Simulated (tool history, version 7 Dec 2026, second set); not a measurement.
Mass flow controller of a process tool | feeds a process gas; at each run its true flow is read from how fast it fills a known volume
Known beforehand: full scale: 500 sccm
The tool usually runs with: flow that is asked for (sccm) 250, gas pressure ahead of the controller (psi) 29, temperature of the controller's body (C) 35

run,hour,flow that is asked for (sccm),gas pressure ahead of the controller (psi),temperature of the controller's body (C),true flow (%)
1,0,250,29,35,102.23
2,299.3,250,29,35,102.23
3,571,250,29,35,102.45
4,869.3,250,29,35,102.44
5,1045.2,250,29,35,102.52
6,1204.2,250,29,35,102.56
# hour 1316: controller exchanged for a calibrated one
7,1479.6,250,29,35,97.77
8,1767.4,250,30,35,97.86
9,1978.4,250,30,35,97.83
10,2244.5,250,30,35,97.97
11,2477,250,22.5,35,98.35
12,2763.8,250,22.5,35,98.5
13,2901.2,250,35,24,98.37
14,3071.1,124,38.6,24,97.08
15,3311.3,102,38.6,27,96.7
16,3549.7,186,22.8,32,98.27
17,3685.9,250,30.3,37,98.23
18,3992.8,250,30.3,37,98.24
19,4260.9,100,28.6,35,96.71
20,4444.1,100,28.6,35,96.91
21,4630.2,276,30.9,25,99.01
22,4958.3,62,32.8,25,95.98

Predict each of these 5 candidate next runs independently; none follows another, all start after run 22:
A,5127.5,250,23.4,32,?
B,5127.5,53,32.8,34,?
C,5127.5,62,29,28,?
D,5127.5,250,29.7,35,?
E,5127.5,51,33.9,25,?

run,true flow (%)
A,98.91
B,95.23
C,96
D,98.65
E,95.38
Stripped of hidden state, with their random variation kept, the same runs would have yielded:
run,true flow (%)
A,98.27
B,96.6
C,97
D,98.01
E,96.85
